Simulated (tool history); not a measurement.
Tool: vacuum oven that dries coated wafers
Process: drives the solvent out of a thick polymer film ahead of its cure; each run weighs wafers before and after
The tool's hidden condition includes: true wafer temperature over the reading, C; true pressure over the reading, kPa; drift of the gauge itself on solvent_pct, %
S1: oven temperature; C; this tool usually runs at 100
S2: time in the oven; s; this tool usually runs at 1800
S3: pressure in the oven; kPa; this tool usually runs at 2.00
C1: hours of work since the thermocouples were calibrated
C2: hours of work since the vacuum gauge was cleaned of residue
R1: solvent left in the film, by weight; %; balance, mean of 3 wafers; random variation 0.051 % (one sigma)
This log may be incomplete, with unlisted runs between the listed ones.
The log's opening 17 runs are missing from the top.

{"run": 18, "hour": 954.6, "S1": 100, "S2": 2160, "S3": 1.82, "C1": 1081, "C2": 1422, "R1": 0.87}
{"run": 19, "hour": 987.4, "S1": 100, "S2": 2160, "S3": 1.82, "C1": 1101, "C2": 1442, "R1": 0.79}
{"run": 20, "hour": 1024.1, "S1": 86, "S2": 1320, "S3": 1.82, "C1": 1123, "C2": 1464, "R1": 6.85}
{"run": 21, "hour": 1100.4, "S1": 101, "S2": 2820, "S3": 2.07, "C1": 1170, "C2": 1510, "R1": 0.75}
{"run": 22, "hour": 1154.5, "S1": 94, "S2": 1620, "S3": 1.04, "C1": 1203, "C2": 1543, "R1": 2.49}
{"run": 23, "hour": 1216.0, "S1": 85, "S2": 1920, "S3": 1.84, "C1": 1240, "C2": 1581, "R1": 4.77}
{"run": 24, "hour": 1273.0, "S1": 85, "S2": 1920, "S3": 1.84, "C1": 1275, "C2": 1615, "R1": 4.69}
{"run": 25, "hour": 1340.1, "S1": 91, "S2": 2640, "S3": 1.84, "C1": 1315, "C2": 1656, "R1": 1.64}
{"run": 26, "hour": 1383.4, "S1": 90, "S2": 2400, "S3": 5.04, "C1": 1342, "C2": 1683, "R1": 3.41}
{"run": 27, "hour": 1423.4, "S1": 100, "S2": 1800, "S3": 2.0, "C1": 1366, "C2": 1707, "R1": 1.29}
{"run": 28, "hour": 1481.5, "S1": 100, "S2": 3060, "S3": 2.37, "C1": 1401, "C2": 1742, "R1": 0.74}
{"run": 29, "hour": 1527.8, "S1": 98, "S2": 1740, "S3": 1.36, "C1": 1430, "C2": 1770, "R1": 1.53}
{"run": 30, "hour": 1582.2, "S1": 98, "S2": 1740, "S3": 1.36, "C1": 1463, "C2": 1803, "R1": 1.55}
{"run": 31, "hour": 1637.7, "S1": 102, "S2": 1740, "S3": 5.1, "C1": 1496, "C2": 1837, "R1": 1.93}
{"run": 32, "hour": 1714.6, "S1": 102, "S2": 1740, "S3": 1.32, "C1": 1543, "C2": 1884, "R1": 0.89}
{"run": 33, "hour": 1790.0, "S1": 95, "S2": 1380, "S3": 2.23, "C1": 1589, "C2": 1930, "R1": 3.4}
{"hour": 1829.9, "done": "oven's thermocouples calibrated"}
{"run": 34, "hour": 1854.7, "S1": 95, "S2": 1380, "S3": 2.23, "C1": 15, "C2": 1968, "R1": 3.36}
{"run": 35, "hour": 1910.3, "S1": 100, "S2": 1800, "S3": 6.23, "C1": 49, "C2": 2002, "R1": 2.41}
{"run": 36, "hour": 1963.4, "S1": 100, "S2": 1800, "S3": 6.23, "C1": 81, "C2": 2034, "R1": 2.44}
{"run": 37, "hour": 2017.3, "S1": 90, "S2": 1020, "S3": 1.41, "C1": 114, "C2": 2067, "R1": 6.84}
{"run": 38, "hour": 2095.4, "S1": 91, "S2": 1800, "S3": 4.79, "C1": 161, "C2": 2114, "R1": 4.2}

Alternative continuations, all from the tool just after run 38; predict every row:
{"run": "A", "hour": 2138.8, "S1": 100, "S2": 2640, "S3": 2.0, "C1": 188, "C2": 2141, "R1": "?"}
{"run": "B", "hour": 2138.8, "S1": 103, "S2": 1800, "S3": 2.92, "C1": 188, "C2": 2141, "R1": "?"}
{"run": "C", "hour": 2138.8, "S1": 113, "S2": 1800, "S3": 1.26, "C1": 188, "C2": 2141, "R1": "?"}
{"run": "D", "hour": 2138.8, "S1": 114, "S2": 1260, "S3": 3.21, "C1": 188, "C2": 2141, "R1": "?"}
{"run": "E", "hour": 2138.8, "S1": 98, "S2": 2700, "S3": 4.79, "C1": 188, "C2": 2141, "R1": "?"}

run=A R1=0.79
run=B R1=1.11
run=C R1=0.29
run=D R1=0.71
run=E R1=1.66
Stripped of hidden state, with their random variation kept, the same runs would have yielded:
run=A R1=0.78
run=B R1=1.10
run=C R1=0.28
run=D R1=0.70
run=E R1=1.64

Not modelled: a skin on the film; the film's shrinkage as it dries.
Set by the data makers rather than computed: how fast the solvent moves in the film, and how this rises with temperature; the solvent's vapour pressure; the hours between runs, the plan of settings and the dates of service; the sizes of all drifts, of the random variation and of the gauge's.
